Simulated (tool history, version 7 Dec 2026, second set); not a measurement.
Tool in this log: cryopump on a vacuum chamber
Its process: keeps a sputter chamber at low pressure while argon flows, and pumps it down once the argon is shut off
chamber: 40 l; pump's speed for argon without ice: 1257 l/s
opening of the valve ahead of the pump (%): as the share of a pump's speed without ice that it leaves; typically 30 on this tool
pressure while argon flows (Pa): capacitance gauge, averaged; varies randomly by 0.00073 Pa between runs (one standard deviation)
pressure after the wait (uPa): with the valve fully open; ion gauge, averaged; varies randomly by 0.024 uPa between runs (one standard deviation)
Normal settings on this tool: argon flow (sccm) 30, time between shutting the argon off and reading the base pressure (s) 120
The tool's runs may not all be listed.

run,day,argon flow (sccm),time between shutting the argon off and reading the base pressure (s),opening of the valve ahead of the pump (%),pressure while argon flows (Pa),pressure after the wait (uPa)
1,0,30,120,30,0.1376,1.89
2,0.5,30,120,30,0.1397,1.86
3,1.179,30,120,30,0.138,1.82
4,2.154,30,51,30,0.1395,2.76
5,2.975,30,51,30,0.1403,2.78
6,3.625,30,120,30,0.1376,1.94
7,4.221,30,120,30,0.1377,1.89
8,4.767,30,120,30,0.1404,1.9
9,5.558,30,120,30,0.1405,1.92
10,6.446,30,120,30,0.1397,1.91
11,7.296,30,120,30,0.14,1.92
12,8.025,53,182,22,0.3354,1.7
13,8.725,60,21,30,0.2825,5.27
14,9.671,60,21,30,0.282,5.15
15,10.608,41,120,30,0.191,1.94
16,11.104,56,222,30,0.264,1.71
17,11.962,30,105,41,0.1057,2.09
18,12.404,30,35,45,0.0966,3.68
# day 13.354: pump warmed up, emptied and cooled again
19,13.562,17,44,31,0.0739,2.98
20,14.017,25,40,17,0.1992,3.25
21,15.042,25,40,17,0.1983,3.21

Results for each run, recomputed without the tool's hidden state and with each run's random variation untouched:
Hidden state at play: pump's speed, % of a pump's without ice; cold plate's temperature, K; leak into the chamber, uPa l/s; drift of the gauge itself on working_pa, %; drift of the gauge itself on base_upa, %.
run,pressure while argon flows (Pa),pressure after the wait (uPa)
1,0.134,0.94
2,0.1359,0.93
3,0.134,0.89
4,0.1352,1.83
5,0.1358,1.83
6,0.133,0.96
7,0.1329,0.94
8,0.1355,0.91
9,0.1353,0.92
10,0.1343,0.91
11,0.1343,0.92
12,0.325,0.67
13,0.2703,4.23
14,0.2693,4.13
15,0.182,0.91
16,0.2514,0.66
17,0.0986,1.03
18,0.0894,2.61
19,0.0736,2.08
20,0.1986,2.34
21,0.1975,2.3

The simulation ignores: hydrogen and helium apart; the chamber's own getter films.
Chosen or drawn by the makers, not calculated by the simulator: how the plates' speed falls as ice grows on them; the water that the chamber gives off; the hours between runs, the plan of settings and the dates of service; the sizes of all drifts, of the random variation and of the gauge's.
